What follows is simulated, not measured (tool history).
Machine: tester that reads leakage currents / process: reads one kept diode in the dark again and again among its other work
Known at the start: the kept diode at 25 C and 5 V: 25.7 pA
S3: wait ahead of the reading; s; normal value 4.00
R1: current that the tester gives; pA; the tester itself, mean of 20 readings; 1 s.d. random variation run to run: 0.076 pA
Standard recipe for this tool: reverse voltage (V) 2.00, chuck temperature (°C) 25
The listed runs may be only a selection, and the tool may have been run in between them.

{"run": 1, "hour": 0.0, "reverse voltage (V)": 2.0, "chuck temperature (°C)": 25, "S3": 4.0, "R1": 17.1}
{"hour": 66.0, "done": "chuck's temperature calibrated"}
{"run": 2, "hour": 110.9, "reverse voltage (V)": 2.0, "chuck temperature (°C)": 25, "S3": 4.0, "R1": 19.92}
{"run": 3, "hour": 160.2, "reverse voltage (V)": 9.1, "chuck temperature (°C)": 25, "S3": 4.0, "R1": 34.44}
{"run": 4, "hour": 246.3, "reverse voltage (V)": 9.1, "chuck temperature (°C)": 25, "S3": 4.0, "R1": 34.65}
{"run": 5, "hour": 331.6, "reverse voltage (V)": 9.1, "chuck temperature (°C)": 25, "S3": 4.0, "R1": 34.72}
{"run": 6, "hour": 401.3, "reverse voltage (V)": 2.0, "chuck temperature (°C)": 25, "S3": 4.0, "R1": 19.63}
{"run": 7, "hour": 499.9, "reverse voltage (V)": 2.0, "chuck temperature (°C)": 25, "S3": 4.0, "R1": 19.63}
{"run": 8, "hour": 602.0, "reverse voltage (V)": 2.0, "chuck temperature (°C)": 25, "S3": 4.0, "R1": 19.61}
{"run": 9, "hour": 687.2, "reverse voltage (V)": 2.0, "chuck temperature (°C)": 39, "S3": 4.0, "R1": 51.81}
{"run": 10, "hour": 737.0, "reverse voltage (V)": 2.0, "chuck temperature (°C)": 25, "S3": 0.79, "R1": 19.78}
{"run": 11, "hour": 843.7, "reverse voltage (V)": 2.0, "chuck temperature (°C)": 25, "S3": 0.79, "R1": 19.62}
{"run": 12, "hour": 894.3, "reverse voltage (V)": 2.0, "chuck temperature (°C)": 37, "S3": 4.0, "R1": 44.49}
{"run": 13, "hour": 947.2, "reverse voltage (V)": 4.77, "chuck temperature (°C)": 37, "S3": 4.0, "R1": 60.75}
{"run": 14, "hour": 1004.1, "reverse voltage (V)": 2.0, "chuck temperature (°C)": 25, "S3": 4.0, "R1": 19.4}
{"run": 15, "hour": 1063.7, "reverse voltage (V)": 2.0, "chuck temperature (°C)": 25, "S3": 4.0, "R1": 19.33}
{"run": 16, "hour": 1171.1, "reverse voltage (V)": 2.0, "chuck temperature (°C)": 25, "S3": 4.0, "R1": 19.26}
{"hour": 1181.3, "done": "tester calibrated"}
{"run": 17, "hour": 1261.3, "reverse voltage (V)": 2.0, "chuck temperature (°C)": 25, "S3": 4.0, "R1": 19.26}
{"run": 18, "hour": 1363.5, "reverse voltage (V)": 2.0, "chuck temperature (°C)": 25, "S3": 4.0, "R1": 19.22}
{"run": 19, "hour": 1435.6, "reverse voltage (V)": 2.0, "chuck temperature (°C)": 25, "S3": 4.0, "R1": 19.22}
{"run": 20, "hour": 1519.8, "reverse voltage (V)": 2.0, "chuck temperature (°C)": 25, "S3": 4.0, "R1": 19.23}
{"run": 21, "hour": 1603.4, "reverse voltage (V)": 2.0, "chuck temperature (°C)": 25, "S3": 4.0, "R1": 19.18}
{"run": 22, "hour": 1680.6, "reverse voltage (V)": 10.71, "chuck temperature (°C)": 34, "S3": 0.75, "R1": 71.15}
{"hour": 1697.6, "done": "chuck's temperature calibrated"}
{"run": 23, "hour": 1773.0, "reverse voltage (V)": 9.0, "chuck temperature (°C)": 48, "S3": 0.37, "R1": 167.17}
{"hour": 1819.9, "done": "tester calibrated, once more"}
{"run": 24, "hour": 1881.4, "reverse voltage (V)": 1.42, "chuck temperature (°C)": 31, "S3": 5.49, "R1": 27.64}
{"run": 25, "hour": 1974.9, "reverse voltage (V)": 5.29, "chuck temperature (°C)": 52, "S3": 2.01, "R1": 170.58}
{"run": 26, "hour": 2057.9, "reverse voltage (V)": 12.73, "chuck temperature (°C)": 32, "S3": 4.24, "R1": 72.7}
{"run": 27, "hour": 2149.5, "reverse voltage (V)": 12.73, "chuck temperature (°C)": 32, "S3": 4.24, "R1": 72.5}
{"run": 28, "hour": 2239.4, "reverse voltage (V)": 12.73, "chuck temperature (°C)": 32, "S3": 4.24, "R1": 72.66}
{"run": 29, "hour": 2322.8, "reverse voltage (V)": 7.99, "chuck temperature (°C)": 33, "S3": 0.74, "R1": 63.6}
{"run": 30, "hour": 2443.4, "reverse voltage (V)": 7.99, "chuck temperature (°C)": 33, "S3": 0.74, "R1": 63.6}
{"run": 31, "hour": 2535.9, "reverse voltage (V)": 1.8, "chuck temperature (°C)": 25, "S3": 0.88, "R1": 19.91}
{"run": 32, "hour": 2616.6, "reverse voltage (V)": 1.8, "chuck temperature (°C)": 25, "S3": 0.88, "R1": 19.82}
{"run": 33, "hour": 2736.2, "reverse voltage (V)": 1.32, "chuck temperature (°C)": 23, "S3": 3.87, "R1": 15.05}
{"run": 34, "hour": 2785.7, "reverse voltage (V)": 1.32, "chuck temperature (°C)": 23, "S3": 4.81, "R1": 14.9}
{"run": 35, "hour": 2894.9, "reverse voltage (V)": 3.76, "chuck temperature (°C)": 20, "S3": 4.69, "R1": 20.62}
{"run": 36, "hour": 2988.3, "reverse voltage (V)": 3.76, "chuck temperature (°C)": 47, "S3": 4.69, "R1": 104.32}
{"run": 37, "hour": 3073.8, "reverse voltage (V)": 2.39, "chuck temperature (°C)": 52, "S3": 4.0, "R1": 120.92}
{"run": 38, "hour": 3193.6, "reverse voltage (V)": 5.5, "chuck temperature (°C)": 22, "S3": 1.83, "R1": 29.07}
{"run": 39, "hour": 3314.0, "reverse voltage (V)": 3.41, "chuck temperature (°C)": 20, "S3": 0.32, "R1": 21.48}

Alternative continuations, all from the tool just after run 39; predict every row:
{"hour": 3332.0, "done": "chuck's temperature calibrated"}
{"run": "A", "hour": 3373.9, "reverse voltage (V)": 5.57, "chuck temperature (°C)": 21, "S3": 4.14, "R1": "?"}
{"hour": 3332.0, "done": "chuck's temperature calibrated"}
{"run": "B", "hour": 3373.9, "reverse voltage (V)": 2.97, "chuck temperature (°C)": 30, "S3": 0.36, "R1": "?"}
{"hour": 3332.0, "done": "chuck's temperature calibrated"}
{"run": "C", "hour": 3373.9, "reverse voltage (V)": 2.0, "chuck temperature (°C)": 44, "S3": 4.0, "R1": "?"}
{"hour": 3332.0, "done": "chuck's temperature calibrated"}
{"run": "D", "hour": 3373.9, "reverse voltage (V)": 3.41, "chuck temperature (°C)": 20, "S3": 2.8, "R1": "?"}

run=A R1=30.92
run=B R1=38.60
run=C R1=77.08
run=D R1=22.39
Without the tool's unlogged condition, the same runs would have read:
run=A R1=19.93
run=B R1=32.77
run=C R1=73.25
run=D R1=15.68

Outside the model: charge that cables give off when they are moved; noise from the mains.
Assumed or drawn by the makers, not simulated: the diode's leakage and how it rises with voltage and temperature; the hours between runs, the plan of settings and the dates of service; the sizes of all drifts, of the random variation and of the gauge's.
